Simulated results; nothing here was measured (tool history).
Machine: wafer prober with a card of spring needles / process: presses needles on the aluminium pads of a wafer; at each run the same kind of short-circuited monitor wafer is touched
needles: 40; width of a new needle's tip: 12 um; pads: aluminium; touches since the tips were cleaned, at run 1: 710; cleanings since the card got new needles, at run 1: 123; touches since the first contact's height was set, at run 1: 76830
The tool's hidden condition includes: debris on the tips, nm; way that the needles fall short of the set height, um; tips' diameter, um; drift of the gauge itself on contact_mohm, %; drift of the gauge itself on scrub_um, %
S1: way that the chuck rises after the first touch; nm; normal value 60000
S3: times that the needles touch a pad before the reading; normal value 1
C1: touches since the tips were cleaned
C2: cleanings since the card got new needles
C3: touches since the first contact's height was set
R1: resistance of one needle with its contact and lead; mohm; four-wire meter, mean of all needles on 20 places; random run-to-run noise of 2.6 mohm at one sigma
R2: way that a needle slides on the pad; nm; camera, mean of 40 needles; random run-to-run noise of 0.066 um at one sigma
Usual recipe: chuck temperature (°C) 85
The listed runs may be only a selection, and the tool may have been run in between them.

Run 1, day 0.000: usual settings; C1 710; C2 123; C3 76830. Result: R1 307 mohm, R2 12890 nm.
At day 0.088: tips cleaned on abrasive film.
At day 0.200: tips cleaned on abrasive film.
At day 0.317: tips cleaned on abrasive film.
At day 0.458: tips cleaned on abrasive film.
At day 0.571: tips cleaned on abrasive film.
Run 2, day 0.596: usual settings; C1 346; C2 128; C3 85362. Result: R1 304 mohm, R2 12990 nm.
At day 0.708: tips cleaned on abrasive film.
At day 0.825: tips cleaned on abrasive film.
Run 3, day 0.875: usual settings; C1 759; C2 130; C3 89395. Result: R1 305 mohm, R2 12930 nm.
At day 0.962: tips cleaned on abrasive film.
At day 1.079: tips cleaned on abrasive film.
At day 1.192: tips cleaned on abrasive film.
Run 4, day 1.200: usual settings; C1 130; C2 133; C3 94027. Result: R1 304 mohm, R2 13010 nm.
At day 1.317: tips cleaned on abrasive film.
At day 1.429: tips cleaned on abrasive film.
At day 1.546: tips cleaned on abrasive film.
At day 1.688: tips cleaned on abrasive film.
Run 5, day 1.738: usual settings; C1 781; C2 137; C3 101767. Result: R1 308 mohm, R2 12850 nm.
At day 1.825: tips cleaned on abrasive film.
At day 1.938: tips cleaned on abrasive film.
At day 2.054: tips cleaned on abrasive film.
At day 2.196: tips cleaned on abrasive film.
At day 2.312: tips cleaned on abrasive film.
Run 6, day 2.412: usual settings but S3 2; C1 1542; C2 142; C3 111485. Result: R1 307 mohm, R2 12810 nm.
At day 2.446: tips cleaned on abrasive film.
At day 2.562: tips cleaned on abrasive film.
At day 2.675: tips cleaned on abrasive film.
At day 2.792: tips cleaned on abrasive film.
At day 2.929: tips cleaned on abrasive film.
Run 7, day 2.962: usual settings but S3 2; C1 441; C2 147; C3 119278. Result: R1 307 mohm, R2 12850 nm.
At day 3.046: tips cleaned on abrasive film.
At day 3.162: tips cleaned on abrasive film.
At day 3.304: tips cleaned on abrasive film.
At day 3.421: tips cleaned on abrasive film.
Run 8, day 3.421: usual settings but S3 2; C1 30; C2 151; C3 125865. Result: R1 304 mohm, R2 13050 nm.
At day 3.538: tips cleaned on abrasive film.
At day 3.679: tips cleaned on abrasive film.
At day 3.792: tips cleaned on abrasive film.
At day 3.908: tips cleaned on abrasive film.
At day 3.975: height of the first contact set anew.
Run 9, day 3.979: usual settings; C1 905; C2 155; C3 86. Result: R1 306 mohm, R2 13030 nm.
At day 4.042: tips cleaned on abrasive film.
At day 4.154: tips cleaned on abrasive film.
At day 4.271: tips cleaned on abrasive film.
At day 4.412: tips cleaned on abrasive film.
Run 10, day 4.454: usual settings; C1 640; C2 159; C3 6867. Result: R1 307 mohm, R2 13020 nm.
At day 4.542: tips cleaned on abrasive film.
At day 4.654: tips cleaned on abrasive film.
At day 4.771: tips cleaned on abrasive film.
At day 4.912: tips cleaned on abrasive film.
At day 5.025: tips cleaned on abrasive film.
Run 11, day 5.112: usual settings; C1 1306; C2 164; C3 16359. Result: R1 308 mohm, R2 13110 nm.
At day 5.146: tips cleaned on abrasive film.
At day 5.262: tips cleaned on abrasive film.
At day 5.404: tips cleaned on abrasive film.
At day 5.517: tips cleaned on abrasive film.
Run 12, day 5.583: usual settings; C1 1001; C2 168; C3 23082. Result: R1 305 mohm, R2 13120 nm.
At day 5.642: tips cleaned on abrasive film.
At day 5.758: tips cleaned on abrasive film.
At day 5.900: tips cleaned on abrasive film.
At day 6.012: tips cleaned on abrasive film.
At day 6.129: tips cleaned on abrasive film.
Run 13, day 6.200: usual settings; C1 1084; C2 173; C3 31930. Result: R1 312 mohm, R2 13180 nm.
At day 6.262: tips cleaned on abrasive film.
At day 6.375: tips cleaned on abrasive film.
At day 6.488: tips cleaned on abrasive film.
At day 6.604: tips cleaned on abrasive film.
Run 14, day 6.638: usual settings; C1 484; C2 177; C3 38143. Result: R1 309 mohm, R2 13100 nm.
At day 6.725: tips cleaned on abrasive film.
At day 6.867: tips cleaned on abrasive film.
At day 7.008: tips cleaned on abrasive film.
At day 7.117: gauge calibrated.
At day 7.121: tips cleaned on abrasive film.
Run 15, day 7.212: usual settings; C1 1319; C2 181; C3 46413. Result: R1 309 mohm, R2 12900 nm.
At day 7.242: tips cleaned on abrasive film.
At day 7.358: tips cleaned on abrasive film.
At day 7.500: tips cleaned on abrasive film.
At day 7.612: tips cleaned on abrasive film.
Run 16, day 7.704: usual settings; C1 1369; C2 185; C3 53513. Result: R1 308 mohm, R2 12850 nm.
At day 7.738: tips cleaned on abrasive film.
At day 7.879: tips cleaned on abrasive film.
At day 7.992: tips cleaned on abrasive film.
At day 8.108: tips cleaned on abrasive film.
At day 8.221: tips cleaned on abrasive film.
Run 17, day 8.304: usual settings; C1 1246; C2 190; C3 62112. Result: R1 308 mohm, R2 12830 nm.
At day 8.338: tips cleaned on abrasive film.
At day 8.450: tips cleaned on abrasive film.
At day 8.567: tips cleaned on abrasive film.
At day 8.708: tips cleaned on abrasive film.
At day 8.850: tips cleaned on abrasive film.
Run 18, day 8.904: usual settings but S1 59000 nm, chuck temperature (°C) 70, S3 2; C1 821; C2 195; C3 70696. Result: R1 306 mohm, R2 12670 nm.
At day 8.967: tips cleaned on abrasive film.
At day 9.108: tips cleaned on abrasive film.
At day 9.225: tips cleaned on abrasive film.
At day 9.338: tips cleaned on abrasive film.
At day 9.454: tips cleaned on abrasive film.
Run 19, day 9.488: usual settings but S1 59000 nm, chuck temperature (°C) 70, S3 2; C1 516; C2 200; C3 79043. Result: R1 295 mohm, R2 12610 nm.
At day 9.575: tips cleaned on abrasive film.
At day 9.717: tips cleaned on abrasive film.
At day 9.833: tips cleaned on abrasive film.
Run 20, day 9.921: usual settings but S1 62000 nm; C1 1344; C2 203; C3 85297. Result: R1 306 mohm, R2 13250 nm.
At day 9.954: tips cleaned on abrasive film.
At day 10.454: card fitted with new needles.
At day 10.567: tips cleaned on abrasive film.
At day 10.683: tips cleaned on abrasive film.
At day 10.796: tips cleaned on abrasive film.
At day 10.912: tips cleaned on abrasive film.
Run 21, day 10.996: usual settings but S1 43000 nm; C1 1227; C2 4; C3 7775. Result: R1 319 mohm, R2 9300 nm.

The next listed run, before its measurement:
At day 11.025: tips cleaned on abrasive film.
At day 11.142: tips cleaned on abrasive film.
At day 11.254: tips cleaned on abrasive film.
Run 22, day 11.288: usual settings but S1 54000 nm; C1 452; C2 7; C3 11911. Result: R1 ?, R2 ?.

R1: 311 mohm
R2: 11730 nm
On a tool with no hidden condition, and with the same random variation, this run would have come out at R1 311 mohm, R2 11580 nm.
